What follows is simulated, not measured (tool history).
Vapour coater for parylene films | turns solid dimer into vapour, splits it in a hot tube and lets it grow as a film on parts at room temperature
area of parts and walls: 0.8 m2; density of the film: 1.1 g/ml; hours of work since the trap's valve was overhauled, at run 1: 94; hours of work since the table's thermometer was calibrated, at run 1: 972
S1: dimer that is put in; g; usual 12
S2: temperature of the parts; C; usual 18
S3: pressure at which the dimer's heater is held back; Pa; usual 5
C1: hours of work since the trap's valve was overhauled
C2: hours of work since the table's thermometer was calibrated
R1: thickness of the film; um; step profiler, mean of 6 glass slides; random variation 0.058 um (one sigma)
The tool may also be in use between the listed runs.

run,hour,S1,S2,S3,C1,C2,R1
1,0,12,18,5,94,972,6.74
2,18.2,12,18,5,109,987,6.82
3,43.8,12,18,5,130,1007,6.85
4,58.9,12,18,5,142,1020,6.76
5,95,12,18,5,171,1049,6.74
6,129.5,12,13,5,200,1077,7.27
7,163.8,12,18,3.64,228,1105,7.37
8,193.6,12,18,3.05,252,1129,7.58
9,228.1,12,20,2.65,280,1158,7.61
10,243.4,6,12,4.27,292,1170,3.85
11,268.2,6,12,4.27,313,1190,3.87
12,285.9,5,18,11.32,327,1205,2.35
13,308.7,5,18,11.32,346,1223,2.31
14,335.3,5,29,6.6,367,1245,2.23

Forecast each of these 5 alternatives for the next run:
A,367.2,12,18,5.08,393,1271,?
B,367.2,12,18,5,393,1271,?
C,367.2,8,24,5.03,393,1271,?
D,367.2,12,25,5,393,1271,?
E,367.2,5,12,6.6,393,1271,?

run,R1
A,6.78
B,6.65
C,4.08
D,6.06
E,2.86
Without the tool's hidden state the same runs would have given:
run,R1
A,6.81
B,6.68
C,4.1
D,6.09
E,2.87
